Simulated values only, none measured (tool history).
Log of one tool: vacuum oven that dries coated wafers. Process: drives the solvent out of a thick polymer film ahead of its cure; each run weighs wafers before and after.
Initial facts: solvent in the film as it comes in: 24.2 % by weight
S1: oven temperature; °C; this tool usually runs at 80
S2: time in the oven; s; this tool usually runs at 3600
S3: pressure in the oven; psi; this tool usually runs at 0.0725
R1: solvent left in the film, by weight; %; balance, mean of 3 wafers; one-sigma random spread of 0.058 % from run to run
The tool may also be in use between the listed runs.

run,hour,S1,S2,S3,R1
1,0.0,80,3600,0.0725,3.20
2,12.7,80,2940,0.0725,4.40
3,31.4,80,2940,0.0725,4.57
4,53.9,80,2760,0.0725,4.99
5,74.9,80,3600,0.0371,3.13
6,91.1,80,3600,0.0371,3.28
7,109.6,80,3600,0.0371,3.10
8,134.1,80,3600,0.2396,3.57
9,160.4,80,3600,0.2396,3.63
10,177.9,80,3600,0.2396,3.57
11,200.4,80,3600,0.2396,3.64
12,222.1,80,3600,0.2396,3.68
13,235.9,80,3600,0.2396,3.72
14,248.2,80,3600,0.2038,3.70
15,270.2,80,3600,0.2422,3.77
16,283.5,70,3600,0.0880,6.77
17,304.4,71,4080,0.2822,6.06
18,316.5,66,2700,0.2822,10.90
19,340.4,77,2820,0.0441,5.71
20,352.4,77,2820,0.0622,5.93
21,367.6,95,3840,0.1281,0.59
22,380.0,95,3840,0.1281,0.61
23,392.6,87,3600,0.2170,1.91
24,406.3,78,2100,0.1133,7.78
25,421.3,80,3600,0.0631,3.29
26,446.2,80,3600,0.0631,3.42
27,470.4,67,4920,0.0631,5.75
28,492.6,76,3600,0.2554,5.11
29,517.9,76,3600,0.2554,5.24
30,542.9,80,2580,0.0570,5.51

Per-run results on a tool with no hidden state, each run keeping its own random variation:
What the log doesn't record here: true wafer temperature over the reading, C; true pressure over the reading, kPa; drift of the gauge itself on solvent_pct, %.
run,R1
1,2.96
2,4.14
3,4.30
4,4.71
5,2.87
6,3.01
7,2.83
8,3.28
9,3.32
10,3.28
11,3.32
12,3.36
13,3.39
14,3.38
15,3.43
16,6.34
17,5.62
18,10.45
19,5.30
20,5.51
21,0.46
22,0.48
23,1.65
24,7.34
25,2.91
26,3.04
27,5.21
28,4.63
29,4.74
30,5.04
